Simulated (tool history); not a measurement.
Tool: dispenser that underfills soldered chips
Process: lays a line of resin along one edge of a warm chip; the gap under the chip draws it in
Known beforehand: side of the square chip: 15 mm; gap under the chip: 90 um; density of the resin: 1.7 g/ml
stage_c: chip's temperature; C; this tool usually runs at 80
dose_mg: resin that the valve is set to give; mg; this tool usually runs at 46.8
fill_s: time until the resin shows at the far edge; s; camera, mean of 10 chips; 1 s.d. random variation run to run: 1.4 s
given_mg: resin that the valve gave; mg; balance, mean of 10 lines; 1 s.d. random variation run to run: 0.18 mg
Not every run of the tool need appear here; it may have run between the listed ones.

run   hour  stage_c  dose_mg  fill_s  given_mg
  1    0.0       80     46.8   185.8     44.87
       3.9  -- new syringe of resin
  2    9.9       80     46.8   162.5     44.61
      17.7  -- new syringe of resin
  3   18.9       80     46.8   127.9     44.28
      31.4  -- new syringe of resin
  4   34.5       80     46.8   143.2     43.59
      44.8  -- new syringe of resin
  5   45.9       80     55.9   125.0     52.51
      53.2  -- dispensing valve cleaned and set on the balance
      60.0  -- new syringe of resin
  6   62.7       80     55.9   131.9     55.62
      74.0  -- new syringe of resin
  7   77.1       80     46.8   136.6     46.16
      87.2  -- new syringe of resin
  8   87.7       80     46.8   121.3     45.71
  9   99.0       80     46.8   205.3     45.44
     100.8  -- new syringe of resin
     114.4  -- new syringe of resin
     116.2  -- stage's temperature calibrated
 10  116.2       80     46.8   138.7     45.48
 11  126.8       80     46.8   229.6     45.00
     129.5  -- new syringe of resin
 12  137.9       80     46.8   198.3     44.63
     143.4  -- new syringe of resin
 13  154.4       80     46.8   218.7     43.96
     157.5  -- new syringe of resin
 14  168.2       80     39.9   230.3     37.38
     171.3  -- new syringe of resin
 15  180.0       80     46.8   197.2     43.37
     184.5  -- new syringe of resin
     185.5  -- dispensing valve cleaned and set on the balance
 16  196.9       80     60.1   214.2     60.03
     199.2  -- new syringe of resin
 17  205.9       80     60.1   172.0     59.21
     212.6  -- new syringe of resin
 18  222.5       74     46.4   273.0     45.65
     226.1  -- new syringe of resin
 19  232.7       76     59.0   203.0     57.75
     240.2  -- new syringe of resin
 20  241.3       75     54.1   167.6     52.30
     253.5  -- new syringe of resin
 21  258.0       88     49.1   113.1     47.31
     266.9  -- new syringe of resin
 22  267.6       88     49.1    96.5     46.60
 23  275.5       72     48.3   272.6     46.01
     280.9  -- new syringe of resin
 24  289.5       72     40.2   285.4     37.99
     295.1  -- new syringe of resin
 25  304.4       84     41.3   179.4     38.69
     308.5  -- new syringe of resin
     317.1  -- dispensing valve cleaned and set on the balance
 26  320.3       84     44.7   175.7     44.47
     323.4  -- new syringe of resin
 27  334.4       94     44.7   122.6     44.30
     336.9  -- new syringe of resin
 28  344.1       87     45.4   132.4     44.53
     350.9  -- new syringe of resin
 29  354.5       85     46.7   119.6     45.87
     364.8  -- new syringe of resin
 30  370.8       89     41.6   118.3     40.50
     378.0  -- new syringe of resin
 31  387.2       94     52.2   108.4     50.40
     391.5  -- new syringe of resin
 32  398.0       94     52.2    96.0     50.01
     405.5  -- new syringe of resin
 33  413.9       71     46.8   279.1     44.10
     418.9  -- new syringe of resin
 34  427.9       71     52.5   283.4     49.54

Each row is a separate what-if for the run after 34, all from the same tool condition, not one after another. Results?
     432.2  -- new syringe of resin
  A  444.4       68     42.3       ?         ?
     432.2  -- new syringe of resin
  B  444.4       71     49.6       ?         ?
     432.2  -- new syringe of resin
  C  444.4       94     54.3       ?         ?
     432.2  -- new syringe of resin
  D  444.4       94     47.1       ?         ?

run  fill_s  given_mg
  A   383.5     39.51
  B   315.2     46.21
  C   123.0     50.43
  D   125.8     43.62
Take away the tool's hidden state, keep each run's random variation, and the runs would have read:
run  fill_s  given_mg
  A   227.3     42.46
  B   189.4     49.67
  C    73.6     54.20
  D    74.4     46.87
